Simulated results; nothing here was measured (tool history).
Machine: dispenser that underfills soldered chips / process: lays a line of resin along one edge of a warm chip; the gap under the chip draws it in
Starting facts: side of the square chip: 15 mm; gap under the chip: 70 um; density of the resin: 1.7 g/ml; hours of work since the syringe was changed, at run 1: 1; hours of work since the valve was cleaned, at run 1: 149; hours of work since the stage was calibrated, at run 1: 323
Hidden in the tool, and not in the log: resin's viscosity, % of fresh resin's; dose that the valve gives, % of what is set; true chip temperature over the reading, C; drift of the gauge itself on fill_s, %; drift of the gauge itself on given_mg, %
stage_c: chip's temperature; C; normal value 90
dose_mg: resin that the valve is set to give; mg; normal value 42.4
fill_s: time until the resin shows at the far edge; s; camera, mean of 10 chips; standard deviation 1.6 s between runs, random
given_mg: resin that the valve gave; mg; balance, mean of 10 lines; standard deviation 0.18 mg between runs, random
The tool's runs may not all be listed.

run,day,stage_c,dose_mg,hours of work since the syringe was changed,hours of work since the valve was cleaned,hours of work since the stage was calibrated,fill_s,given_mg
1,0,90,42.4,1,149,323,162.5,36.38
# day 0.071: dispensing valve cleaned and set on the balance
# day 0.321: new syringe of resin
2,0.371,90,42.4,1,5,328,150.5,42.29
3,0.654,90,42.4,6,10,333,178.3,42.12
# day 0.712: new syringe of resin
4,0.958,90,44.7,4,14,338,167.1,44.19
# day 1.1: new syringe of resin
# day 1.462: new syringe of resin
5,1.462,90,44.7,0,23,346,147.9,43.97
# day 1.838: new syringe of resin
6,1.933,90,40.1,2,30,354,156.2,39.12
# day 2.196: new syringe of resin
7,2.246,90,40.1,1,35,359,156,38.74
# day 2.592: new syringe of resin
8,2.862,90,40.1,5,45,369,173,38.15
# day 2.971: new syringe of resin
9,3.3,90,40.1,6,53,376,186.2,37.95
# day 3.35: new syringe of resin
# day 3.708: new syringe of resin
10,3.833,81,40.1,2,61,385,233.2,37.9
# day 4.096: new syringe of resin
# day 4.471: new syringe of resin
11,4.471,90,42.4,0,72,395,148.3,39.63
# day 4.842: new syringe of resin
12,4.854,90,42.4,0,78,401,149.7,39.18
# day 5.238: new syringe of resin
13,5.417,90,42.4,3,87,410,160.6,38.56
# day 5.629: new syringe of resin
14,5.967,90,42.4,6,96,419,181.5,38.54
# day 6.025: new syringe of resin
# day 6.396: new syringe of resin
15,6.467,90,42.4,1,104,427,153.2,38.02
# day 6.775: new syringe of resin
16,7.012,90,42.4,4,113,436,167.2,38.01
# day 7.142: new syringe of resin
17,7.438,90,42.4,5,120,443,177.5,37.49
# day 7.508: new syringe of resin
# day 7.9: new syringe of resin
18,8.017,81,47.5,2,129,453,224.6,41.59
# day 8.279: new syringe of resin
19,8.558,81,47.5,5,138,462,244.5,41.08
# day 8.65: new syringe of resin
20,8.854,76,40.2,3,143,466,301.4,34.66
# day 9.029: new syringe of resin
# day 9.308: dispensing valve cleaned and set on the balance
21,9.308,76,40.2,4,0,473,308.3,40.25
# day 9.45: new syringe of resin
22,9.621,100,51.1,3,5,478,106.3,51.3
# day 9.821: new syringe of resin
23,10.042,100,51.1,4,12,485,108,50.69
# day 10.175: new syringe of resin
24,10.412,92,45.3,4,18,491,151.4,44.67
# day 10.542: new syringe of resin
25,10.854,92,45.3,5,25,498,158,44.44
# day 10.917: new syringe of resin
26,11.175,103,45.3,4,30,503,101.8,44.18
# day 11.271: new syringe of resin
# day 11.654: new syringe of resin
27,11.662,103,45.3,0,38,511,85.8,43.9
# day 12.017: new syringe of resin
28,12.129,92,42.4,2,46,519,144.3,40.68
# day 12.396: new syringe of resin
29,12.642,92,42.4,4,54,527,151.3,40.63
# day 12.754: new syringe of resin
30,12.904,88,42.4,3,58,532,167.6,40.22
# day 13.108: new syringe of resin
31,13.408,92,42.4,5,67,540,157.3,39.85
# day 13.496: new syringe of resin
# day 13.904: new syringe of resin
32,13.979,82,42.4,1,76,549,205.2,39.86
# day 14.262: new syringe of resin
33,14.262,82,42.4,0,80,554,192.9,39.78
34,14.529,104,37.1,4,85,558,99,34.31

Forecast each of these 4 alternatives for the next run:
# day 14.625: new syringe of resin
A,14.912,97,50.9,5,91,564,?,?
# day 14.625: new syringe of resin
B,14.912,76,40.9,5,91,564,?,?
# day 14.625: new syringe of resin
C,14.912,93,39.4,5,91,564,?,?
# day 14.625: new syringe of resin
D,14.912,104,54.8,5,91,564,?,?

run,fill_s,given_mg
A,123.8,46.79
B,301.7,37.65
C,150.8,36.15
D,95.1,50.92
What these runs would have given with no unlogged condition in the tool:
run,fill_s,given_mg
A,119.2,50.79
B,292.5,40.88
C,143.8,39.25
D,91.3,55.27
